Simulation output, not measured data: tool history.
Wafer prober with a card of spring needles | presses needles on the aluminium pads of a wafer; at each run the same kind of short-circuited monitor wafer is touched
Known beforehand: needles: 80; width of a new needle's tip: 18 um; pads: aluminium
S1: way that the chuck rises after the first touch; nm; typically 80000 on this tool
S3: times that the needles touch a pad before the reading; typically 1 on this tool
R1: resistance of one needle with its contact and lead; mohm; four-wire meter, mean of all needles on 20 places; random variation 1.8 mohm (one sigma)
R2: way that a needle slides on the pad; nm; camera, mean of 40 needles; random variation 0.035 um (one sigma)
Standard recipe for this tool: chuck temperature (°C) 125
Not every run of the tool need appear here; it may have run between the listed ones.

run 1 day=0 | S1=80000 chuck_temperature_(°C)=125 S3=1 | R1=178 R2=11780
-- day=0.925 tips cleaned on abrasive film
run 2 day=1.792 | S1=71000 chuck_temperature_(°C)=125 S3=1 | R1=185 R2=10420
-- day=2.312 tips cleaned on abrasive film
-- day=3.7 tips cleaned on abrasive film
run 3 day=4.171 | S1=71000 chuck_temperature_(°C)=125 S3=1 | R1=182 R2=10440
-- day=5.112 tips cleaned on abrasive film
run 4 day=6.133 | S1=80000 chuck_temperature_(°C)=46 S3=1 | R1=168 R2=11750
-- day=6.533 tips cleaned on abrasive film
-- day=8.012 tips cleaned on abrasive film
-- day=9.417 tips cleaned on abrasive film
run 5 day=9.417 | S1=80000 chuck_temperature_(°C)=46 S3=1 | R1=166 R2=11740
-- day=10.829 tips cleaned on abrasive film
run 6 day=11.404 | S1=84000 chuck_temperature_(°C)=125 S3=1 | R1=181 R2=12290
-- day=12.129 tips cleaned on abrasive film
-- day=13.579 tips cleaned on abrasive film
run 7 day=14.304 | S1=84000 chuck_temperature_(°C)=125 S3=1 | R1=179 R2=12340
-- day=14.921 tips cleaned on abrasive film
-- day=14.933 height of the first contact set anew
-- day=16.412 tips cleaned on abrasive film
run 8 day=17.062 | S1=80000 chuck_temperature_(°C)=125 S3=1 | R1=182 R2=11710
-- day=17.917 tips cleaned on abrasive film
run 9 day=19 | S1=80000 chuck_temperature_(°C)=125 S3=1 | R1=180 R2=11710
-- day=19.188 tips cleaned on abrasive film
-- day=20.483 tips cleaned on abrasive film
run 10 day=21.346 | S1=80000 chuck_temperature_(°C)=125 S3=1 | R1=181 R2=11700
-- day=21.933 tips cleaned on abrasive film
-- day=23.467 tips cleaned on abrasive film
run 11 day=23.967 | S1=80000 chuck_temperature_(°C)=125 S3=1 | R1=182 R2=11730
-- day=24.921 tips cleaned on abrasive film
-- day=26.45 tips cleaned on abrasive film
run 12 day=26.779 | S1=80000 chuck_temperature_(°C)=125 S3=1 | R1=180 R2=11670
-- day=27.792 tips cleaned on abrasive film
-- day=29.071 tips cleaned on abrasive film
run 13 day=29.133 | S1=80000 chuck_temperature_(°C)=125 S3=1 | R1=179 R2=11600
-- day=30.567 tips cleaned on abrasive film
-- day=32.121 tips cleaned on abrasive film
run 14 day=32.425 | S1=80000 chuck_temperature_(°C)=59 S3=1 | R1=167 R2=11650
-- day=33.533 tips cleaned on abrasive film
run 15 day=34.517 | S1=80000 chuck_temperature_(°C)=37 S3=1 | R1=164 R2=11610
-- day=34.946 tips cleaned on abrasive film
-- day=36.346 tips cleaned on abrasive film
-- day=37.642 tips cleaned on abrasive film
run 16 day=37.642 | S1=80000 chuck_temperature_(°C)=60 S3=1 | R1=167 R2=11640
-- day=38.921 tips cleaned on abrasive film
run 17 day=40.129 | S1=76000 chuck_temperature_(°C)=60 S3=1 | R1=168 R2=11050
-- day=40.354 tips cleaned on abrasive film
-- day=41.092 height of the first contact set anew
-- day=41.779 tips cleaned on abrasive film
run 18 day=42.4 | S1=76000 chuck_temperature_(°C)=40 S3=1 | R1=164 R2=10960
-- day=43.067 tips cleaned on abrasive film
-- day=44.333 tips cleaned on abrasive film
run 19 day=45.479 | S1=76000 chuck_temperature_(°C)=40 S3=1 | R1=164 R2=11010
-- day=45.75 tips cleaned on abrasive film
-- day=47.088 tips cleaned on abrasive film
-- day=48.442 tips cleaned on abrasive film
run 20 day=48.558 | S1=76000 chuck_temperature_(°C)=40 S3=1 | R1=163 R2=11020
-- day=49.738 tips cleaned on abrasive film
-- day=51.246 tips cleaned on abrasive film
run 21 day=51.267 | S1=76000 chuck_temperature_(°C)=40 S3=1 | R1=163 R2=10950
-- day=52.638 tips cleaned on abrasive film
run 22 day=53.296 | S1=80000 chuck_temperature_(°C)=97 S3=1 | R1=177 R2=11530
-- day=53.954 tips cleaned on abrasive film
-- day=55.254 tips cleaned on abrasive film
run 23 day=56.067 | S1=80000 chuck_temperature_(°C)=37 S3=2 | R1=167 R2=11520
-- day=56.575 tips cleaned on abrasive film
-- day=57.846 tips cleaned on abrasive film
run 24 day=58.212 | S1=82000 chuck_temperature_(°C)=52 S3=3 | R1=166 R2=11770
-- day=59.292 tips cleaned on abrasive film
run 25 day=60.229 | S1=82000 chuck_temperature_(°C)=52 S3=3 | R1=163 R2=11850
-- day=60.617 tips cleaned on abrasive film
-- day=62.033 tips cleaned on abrasive film
-- day=63.375 tips cleaned on abrasive film
run 26 day=63.646 | S1=62000 chuck_temperature_(°C)=81 S3=2 | R1=177 R2=8910
-- day=64.788 tips cleaned on abrasive film
run 27 day=65.804 | S1=62000 chuck_temperature_(°C)=81 S3=2 | R1=180 R2=9010
-- day=66.083 tips cleaned on abrasive film
-- day=67.271 gauge calibrated
-- day=67.283 height of the first contact set anew
-- day=67.596 tips cleaned on abrasive film
run 28 day=67.946 | S1=70000 chuck_temperature_(°C)=125 S3=1 | R1=184 R2=10320
-- day=68.912 tips cleaned on abrasive film
run 29 day=69.896 | S1=80000 chuck_temperature_(°C)=106 S3=1 | R1=176 R2=11770

Consider 4 possible next runs. They are alternatives, not a sequence: every one starts from the tool as it was left by run 29. What does each give?
-- day=70.35 tips cleaned on abrasive film
-- day=71.621 tips cleaned on abrasive film
run A day=72.096 | S1=80000 chuck_temperature_(°C)=54 S3=2 | R1=? R2=?
-- day=70.35 tips cleaned on abrasive film
-- day=71.621 tips cleaned on abrasive film
run B day=72.096 | S1=80000 chuck_temperature_(°C)=108 S3=1 | R1=? R2=?
-- day=70.35 tips cleaned on abrasive film
-- day=71.621 tips cleaned on abrasive film
run C day=72.096 | S1=80000 chuck_temperature_(°C)=106 S3=1 | R1=? R2=?
-- day=70.35 tips cleaned on abrasive film
-- day=71.621 tips cleaned on abrasive film
run D day=72.096 | S1=73000 chuck_temperature_(°C)=45 S3=1 | R1=? R2=?

run=A R1=167 R2=11790
run=B R1=177 R2=11690
run=C R1=177 R2=11740
run=D R1=167 R2=10740
What these runs would have given with no unlogged condition in the tool:
run=A R1=167 R2=11810
run=B R1=177 R2=11710
run=C R1=176 R2=11760
run=D R1=167 R2=10760
